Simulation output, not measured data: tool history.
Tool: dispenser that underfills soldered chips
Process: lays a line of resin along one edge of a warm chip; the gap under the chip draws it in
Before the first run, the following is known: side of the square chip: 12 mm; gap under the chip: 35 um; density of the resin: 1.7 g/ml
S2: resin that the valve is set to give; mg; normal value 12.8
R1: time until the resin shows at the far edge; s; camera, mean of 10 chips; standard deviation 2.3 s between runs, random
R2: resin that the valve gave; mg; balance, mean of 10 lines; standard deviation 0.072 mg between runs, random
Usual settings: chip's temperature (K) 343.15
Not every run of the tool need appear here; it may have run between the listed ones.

{"run": 1, "hour": 0.0, "chip's temperature (K)": 343.15, "S2": 12.8, "R1": 319.7, "R2": 12.4}
{"run": 2, "hour": 3.4, "chip's temperature (K)": 343.15, "S2": 12.8, "R1": 373.9, "R2": 12.57}
{"run": 3, "hour": 6.7, "chip's temperature (K)": 338.15, "S2": 12.8, "R1": 580.3, "R2": 12.47}
{"hour": 8.9, "done": "new syringe of resin"}
{"run": 4, "hour": 13.5, "chip's temperature (K)": 338.15, "S2": 12.8, "R1": 361.2, "R2": 12.54}
{"run": 5, "hour": 17.6, "chip's temperature (K)": 343.15, "S2": 14.5, "R1": 341.7, "R2": 14.14}
{"hour": 24.2, "done": "new syringe of resin"}
{"run": 6, "hour": 24.2, "chip's temperature (K)": 343.15, "S2": 14.5, "R1": 208, "R2": 14.02}
{"run": 7, "hour": 30.3, "chip's temperature (K)": 343.15, "S2": 11.6, "R1": 318.4, "R2": 11.29}
{"run": 8, "hour": 33.7, "chip's temperature (K)": 343.15, "S2": 11.6, "R1": 364.4, "R2": 11.32}
{"hour": 39.8, "done": "new syringe of resin"}
{"run": 9, "hour": 40.0, "chip's temperature (K)": 343.15, "S2": 12.1, "R1": 217.6, "R2": 11.75}
{"run": 10, "hour": 45.4, "chip's temperature (K)": 343.15, "S2": 12.1, "R1": 298.3, "R2": 11.65}
{"run": 11, "hour": 52.3, "chip's temperature (K)": 343.15, "S2": 11.1, "R1": 439.7, "R2": 10.74}
{"hour": 55.4, "done": "new syringe of resin"}
{"run": 12, "hour": 57.3, "chip's temperature (K)": 343.15, "S2": 12.8, "R1": 235.9, "R2": 12.25}
{"run": 13, "hour": 64.2, "chip's temperature (K)": 343.15, "S2": 12.8, "R1": 348.5, "R2": 12.23}
{"run": 14, "hour": 68.0, "chip's temperature (K)": 343.15, "S2": 12.8, "R1": 428.5, "R2": 12.36}
{"hour": 71.3, "done": "new syringe of resin"}
{"run": 15, "hour": 75.2, "chip's temperature (K)": 343.15, "S2": 12.8, "R1": 270.4, "R2": 12.26}
{"run": 16, "hour": 81.4, "chip's temperature (K)": 343.15, "S2": 12.8, "R1": 375.5, "R2": 12.06}
{"run": 17, "hour": 84.8, "chip's temperature (K)": 343.15, "S2": 12.8, "R1": 447.8, "R2": 12.22}
{"hour": 87.3, "done": "dispensing valve cleaned and set on the balance"}
{"hour": 87.9, "done": "new syringe of resin"}
{"run": 18, "hour": 92.8, "chip's temperature (K)": 343.15, "S2": 12.8, "R1": 278.7, "R2": 12.77}
{"run": 19, "hour": 97.0, "chip's temperature (K)": 343.15, "S2": 12.8, "R1": 341.7, "R2": 12.8}
{"run": 20, "hour": 102.9, "chip's temperature (K)": 343.15, "S2": 12.8, "R1": 472.9, "R2": 12.68}
{"hour": 103.5, "done": "new syringe of resin"}
{"run": 21, "hour": 107.7, "chip's temperature (K)": 335.15, "S2": 12.1, "R1": 415.9, "R2": 11.92}
{"run": 22, "hour": 110.8, "chip's temperature (K)": 341.15, "S2": 11.1, "R1": 367.7, "R2": 11.01}
{"run": 23, "hour": 114.3, "chip's temperature (K)": 337.15, "S2": 12.1, "R1": 526.8, "R2": 12.05}
{"hour": 119.1, "done": "new syringe of resin"}
{"run": 24, "hour": 120.2, "chip's temperature (K)": 329.15, "S2": 13, "R1": 476.6, "R2": 12.84}
{"run": 25, "hour": 126.6, "chip's temperature (K)": 329.15, "S2": 13, "R1": 671.9, "R2": 12.88}
{"run": 26, "hour": 132.9, "chip's temperature (K)": 333.15, "S2": 14.8, "R1": 759, "R2": 14.66}
{"hour": 134.5, "done": "new syringe of resin"}
{"run": 27, "hour": 136.5, "chip's temperature (K)": 351.15, "S2": 12.2, "R1": 162.8, "R2": 12.13}
{"run": 28, "hour": 143.3, "chip's temperature (K)": 351.15, "S2": 12.2, "R1": 232.6, "R2": 12.09}
{"run": 29, "hour": 146.7, "chip's temperature (K)": 345.15, "S2": 16, "R1": 370.8, "R2": 15.67}
{"hour": 150.0, "done": "new syringe of resin"}
{"run": 30, "hour": 153.9, "chip's temperature (K)": 345.15, "S2": 16, "R1": 229.1, "R2": 15.58}
{"run": 31, "hour": 157.8, "chip's temperature (K)": 332.15, "S2": 15.5, "R1": 574.3, "R2": 15.18}
{"run": 32, "hour": 162.8, "chip's temperature (K)": 332.15, "S2": 15.5, "R1": 755.1, "R2": 15.13}
{"hour": 165.7, "done": "new syringe of resin"}
{"run": 33, "hour": 170.0, "chip's temperature (K)": 335.15, "S2": 13.8, "R1": 405.6, "R2": 13.45}
{"run": 34, "hour": 175.0, "chip's temperature (K)": 335.15, "S2": 13.8, "R1": 531.2, "R2": 13.41}
{"run": 35, "hour": 178.6, "chip's temperature (K)": 343.15, "S2": 13.1, "R1": 428.8, "R2": 12.67}

Predict each of these 5 candidate next runs independently; none follows another, all start after run 35:
{"hour": 181.3, "done": "new syringe of resin"}
{"run": "A", "hour": 182.1, "chip's temperature (K)": 351.15, "S2": 15.1, "R1": "?", "R2": "?"}
{"hour": 181.3, "done": "new syringe of resin"}
{"run": "B", "hour": 182.1, "chip's temperature (K)": 352.15, "S2": 16.4, "R1": "?", "R2": "?"}
{"hour": 181.3, "done": "new syringe of resin"}
{"run": "C", "hour": 182.1, "chip's temperature (K)": 332.15, "S2": 12, "R1": "?", "R2": "?"}
{"hour": 181.3, "done": "new syringe of resin"}
{"run": "D", "hour": 182.1, "chip's temperature (K)": 348.15, "S2": 13.1, "R1": "?", "R2": "?"}
{"hour": 181.3, "done": "new syringe of resin"}
{"run": "E", "hour": 182.1, "chip's temperature (K)": 334.15, "S2": 10.9, "R1": "?", "R2": "?"}

run=A R1=148.7 R2=14.72
run=B R1=138.6 R2=15.97
run=C R1=409.9 R2=11.72
run=D R1=171 R2=12.8
run=E R1=373.9 R2=10.68
With the hidden condition removed and each run's random variation left untouched, the same runs would have given:
run=A R1=150.4 R2=15.15
run=B R1=140.3 R2=16.42
run=C R1=416 R2=12.06
run=D R1=172.7 R2=13.16
run=E R1=378 R2=10.98
